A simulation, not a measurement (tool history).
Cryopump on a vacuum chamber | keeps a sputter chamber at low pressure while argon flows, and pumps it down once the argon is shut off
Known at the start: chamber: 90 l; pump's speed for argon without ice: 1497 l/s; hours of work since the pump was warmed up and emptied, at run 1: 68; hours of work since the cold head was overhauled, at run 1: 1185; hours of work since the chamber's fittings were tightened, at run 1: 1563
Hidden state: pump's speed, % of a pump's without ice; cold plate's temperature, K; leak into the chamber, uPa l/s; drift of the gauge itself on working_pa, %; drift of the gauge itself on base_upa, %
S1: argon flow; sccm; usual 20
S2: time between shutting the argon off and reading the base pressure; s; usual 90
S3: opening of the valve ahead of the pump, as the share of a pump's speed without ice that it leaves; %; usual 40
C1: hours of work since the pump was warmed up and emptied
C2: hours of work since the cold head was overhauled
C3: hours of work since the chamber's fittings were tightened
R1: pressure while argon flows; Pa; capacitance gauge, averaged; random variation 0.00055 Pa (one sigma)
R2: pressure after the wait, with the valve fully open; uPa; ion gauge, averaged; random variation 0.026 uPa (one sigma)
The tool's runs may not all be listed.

| run | day | S1 | S2 | S3 | C1 | C2 | C3 | R1 | R2 |
|---|---|---|---|---|---|---|---|---|---|
| 1 | 0.000 | 20 | 90 | 40 | 68 | 1185 | 1563 | 0.0581 | 2.88 |
| 2 | 1.942 | 20 | 48 | 40 | 104 | 1221 | 1599 | 0.0576 | 3.76 |
| 3 | 4.558 | 20 | 90 | 40 | 153 | 1270 | 1648 | 0.0574 | 3.00 |
| 4 | 7.279 | 15 | 90 | 40 | 204 | 1321 | 1699 | 0.0445 | 3.07 |
| 5 | 10.233 | 15 | 90 | 40 | 260 | 1376 | 1754 | 0.0435 | 3.30 |
| 6 | 11.579 | 33 | 90 | 40 | 285 | 1402 | 1779 | 0.0987 | 3.31 |
| 7 | 13.933 | 33 | 90 | 40 | 329 | 1446 | 1823 | 0.0973 | 3.32 |
| 8 | 15.875 | 15 | 88 | 23 | 365 | 1482 | 1860 | 0.0757 | 3.53 |
| 9 | 18.350 | 15 | 88 | 23 | 412 | 1528 | 1906 | 0.0772 | 3.51 |
| 10 | 20.375 | 18 | 299 | 16 | 449 | 1566 | 1944 | 0.1303 | 2.88 |
| 11 | 22.700 | 17 | 24 | 28 | 493 | 1610 | 1988 | 0.0723 | 6.29 |
| 12 | 24.029 | 17 | 146 | 28 | 518 | 1635 | 2012 | 0.0711 | 3.39 |

Hidden state or all else? Some run-to-run changes of R1, split into what the settings, what came in and random variation would give without the hidden state, and what is left for the hidden state (with any gauge scatter that isn't in both results):
Run 5 -> 6: S1 15 -> 33. R1 +0.0552 Pa: hidden state +0.0022, all else +0.0530.
Run 10 -> 11: S1 18 -> 17, S2 299 -> 24, S3 16 -> 28. R1 -0.0580 Pa: hidden state +0.0001, all else -0.0581.

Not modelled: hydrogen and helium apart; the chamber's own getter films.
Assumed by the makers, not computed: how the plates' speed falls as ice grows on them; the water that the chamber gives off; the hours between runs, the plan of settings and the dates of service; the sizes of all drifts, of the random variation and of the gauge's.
